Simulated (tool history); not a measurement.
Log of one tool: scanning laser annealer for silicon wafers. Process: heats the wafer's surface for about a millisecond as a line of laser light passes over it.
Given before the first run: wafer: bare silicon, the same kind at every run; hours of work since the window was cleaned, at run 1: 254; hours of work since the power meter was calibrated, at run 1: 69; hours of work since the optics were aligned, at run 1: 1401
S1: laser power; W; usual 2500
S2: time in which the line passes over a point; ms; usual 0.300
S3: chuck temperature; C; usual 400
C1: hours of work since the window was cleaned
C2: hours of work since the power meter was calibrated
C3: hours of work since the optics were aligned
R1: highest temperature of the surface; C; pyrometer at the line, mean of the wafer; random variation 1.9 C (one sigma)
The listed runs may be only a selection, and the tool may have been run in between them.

| run | hour | S1 | S2 | S3 | C1 | C2 | C3 | R1 |
|---|---|---|---|---|---|---|---|---|
| 1 | 0.0 | 2500 | 0.300 | 400 | 254 | 69 | 1401 | 1151 |
| 2 | 11.5 | 2500 | 0.300 | 400 | 260 | 76 | 1407 | 1150 |
| 3 | 16.7 | 2500 | 0.300 | 374 | 263 | 79 | 1410 | 1123 |
| 4 | 28.4 | 2500 | 0.300 | 374 | 269 | 85 | 1416 | 1121 |
| 5 | 35.7 | 2500 | 0.300 | 374 | 273 | 89 | 1420 | 1118 |
| 6 | 44.0 | 2500 | 0.300 | 407 | 278 | 93 | 1425 | 1154 |
| 7 | 51.3 | 2500 | 0.300 | 400 | 282 | 97 | 1429 | 1149 |
| 8 | 61.8 | 2500 | 0.300 | 400 | 287 | 103 | 1435 | 1148 |
| 9 | 69.2 | 2500 | 0.300 | 400 | 291 | 107 | 1438 | 1151 |
| 10 | 76.3 | 2500 | 0.244 | 400 | 295 | 111 | 1442 | 1079 |
| 11 | 86.3 | 2500 | 0.300 | 425 | 301 | 116 | 1448 | 1172 |
| 12 | 94.5 | 2652 | 0.300 | 425 | 305 | 121 | 1452 | 1232 |
| 13 | 101.0 | 2652 | 0.300 | 425 | 309 | 124 | 1456 | 1229 |
| 14 | 106.9 | 2500 | 0.330 | 400 | 312 | 127 | 1459 | 1181 |
| 15 | 116.1 | 2500 | 0.330 | 400 | 317 | 132 | 1464 | 1185 |
| 16 | 125.1 | 2500 | 0.330 | 400 | 322 | 137 | 1469 | 1181 |
| 17 | 134.0 | 2500 | 0.330 | 400 | 327 | 142 | 1474 | 1182 |
| 18 | 139.4 | 2500 | 0.330 | 400 | 329 | 145 | 1476 | 1182 |
|  | 147.3 | window over the wafer cleaned |
| 19 | 153.7 | 2445 | 0.300 | 400 | 3 | 152 | 1483 | 1128 |
| 20 | 161.4 | 2445 | 0.300 | 400 | 8 | 156 | 1487 | 1131 |
| 21 | 173.5 | 2243 | 0.287 | 392 | 14 | 162 | 1494 | 1035 |
| 22 | 179.0 | 2243 | 0.287 | 392 | 17 | 165 | 1497 | 1032 |
| 23 | 188.3 | 2243 | 0.358 | 392 | 22 | 170 | 1502 | 1106 |
| 24 | 195.9 | 2243 | 0.274 | 392 | 26 | 174 | 1506 | 1022 |
| 25 | 208.4 | 2500 | 0.300 | 381 | 33 | 181 | 1513 | 1129 |
| 26 | 215.7 | 2600 | 0.300 | 400 | 37 | 185 | 1517 | 1187 |
| 27 | 222.4 | 2600 | 0.376 | 431 | 41 | 189 | 1520 | 1304 |
| 28 | 229.9 | 2600 | 0.376 | 431 | 45 | 193 | 1524 | 1305 |
| 29 | 239.6 | 2357 | 0.337 | 416 | 50 | 198 | 1530 | 1151 |
| 30 | 250.8 | 2232 | 0.315 | 400 | 56 | 204 | 1536 | 1068 |
| 31 | 262.7 | 2701 | 0.315 | 411 | 62 | 211 | 1542 | 1251 |
| 32 | 269.1 | 2353 | 0.315 | 411 | 66 | 214 | 1546 | 1121 |
| 33 | 280.8 | 2500 | 0.292 | 398 | 72 | 220 | 1552 | 1139 |
| 34 | 290.9 | 2408 | 0.253 | 419 | 78 | 226 | 1557 | 1080 |
| 35 | 301.7 | 2231 | 0.236 | 431 | 84 | 232 | 1563 | 1014 |
| 36 | 313.7 | 2691 | 0.257 | 433 | 90 | 238 | 1570 | 1194 |
| 37 | 323.1 | 2139 | 0.300 | 413 | 95 | 243 | 1575 | 1031 |
| 38 | 331.0 | 2139 | 0.300 | 413 | 99 | 248 | 1579 | 1030 |
| 39 | 338.8 | 2139 | 0.300 | 413 | 104 | 252 | 1583 | 1030 |
| 40 | 346.0 | 2610 | 0.368 | 396 | 108 | 256 | 1587 | 1263 |

Consider 4 possible next runs. They are alternatives, not a sequence: every one starts from the tool as it was left by run 40. What does each give?
| A | 352.4 | 2620 | 0.334 | 377 | 111 | 259 | 1591 | ? |
| B | 352.4 | 2500 | 0.300 | 376 | 111 | 259 | 1591 | ? |
| C | 352.4 | 2389 | 0.323 | 400 | 111 | 259 | 1591 | ? |
| D | 352.4 | 2326 | 0.234 | 407 | 111 | 259 | 1591 | ? |

| run | R1 |
|---|---|
| A | 1212 |
| B | 1127 |
| C | 1134 |
| D | 1017 |
Stripped of hidden state, with their random variation kept, the same runs would have yielded:
| run | R1 |
|---|---|
| A | 1213 |
| B | 1128 |
| C | 1135 |
| D | 1017 |
